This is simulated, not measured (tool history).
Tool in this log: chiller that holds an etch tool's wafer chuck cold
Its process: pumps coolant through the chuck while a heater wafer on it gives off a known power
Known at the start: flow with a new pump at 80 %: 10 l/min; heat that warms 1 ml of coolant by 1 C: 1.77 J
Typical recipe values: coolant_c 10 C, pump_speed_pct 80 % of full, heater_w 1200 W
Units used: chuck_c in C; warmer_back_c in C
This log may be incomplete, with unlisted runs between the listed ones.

| run | hour | coolant_c | pump_speed_pct | heater_w | chuck_c | warmer_back_c |
|---|---|---|---|---|---|---|
| 1 | 0.0 | 10 | 80 | 1200 | 23.1 | 4.05 |
| 2 | 90.8 | 10 | 80 | 1200 | 23.0 | 4.06 |
| 3 | 243.6 | 10 | 80 | 1200 | 23.0 | 4.06 |
| 4 | 402.4 | 10 | 61 | 1200 | 25.4 | 5.33 |
| 5 | 475.0 | 10 | 61 | 1200 | 25.3 | 5.39 |
| 6 | 560.7 | 10 | 61 | 1200 | 25.1 | 5.35 |
| 7 | 707.0 | 10 | 61 | 1200 | 25.4 | 5.32 |
| 8 | 788.0 | 10 | 98 | 1200 | 21.6 | 3.42 |
| 9 | 866.3 | 10 | 98 | 1041 | 20.1 | 2.95 |
| 10 | 1025.0 | 10 | 98 | 1041 | 20.1 | 3.00 |

For run 11, what comes out?
| 11 | 1138.0 | 13 | 60 | 1164 | ? | ? |

Run 11 yielded chuck_c 27.7 C, warmer_back_c 5.37 C.
Were there no unlogged condition in the tool, this run, its random variation unchanged, would have produced chuck_c 27.7 C, warmer_back_c 5.24 C.
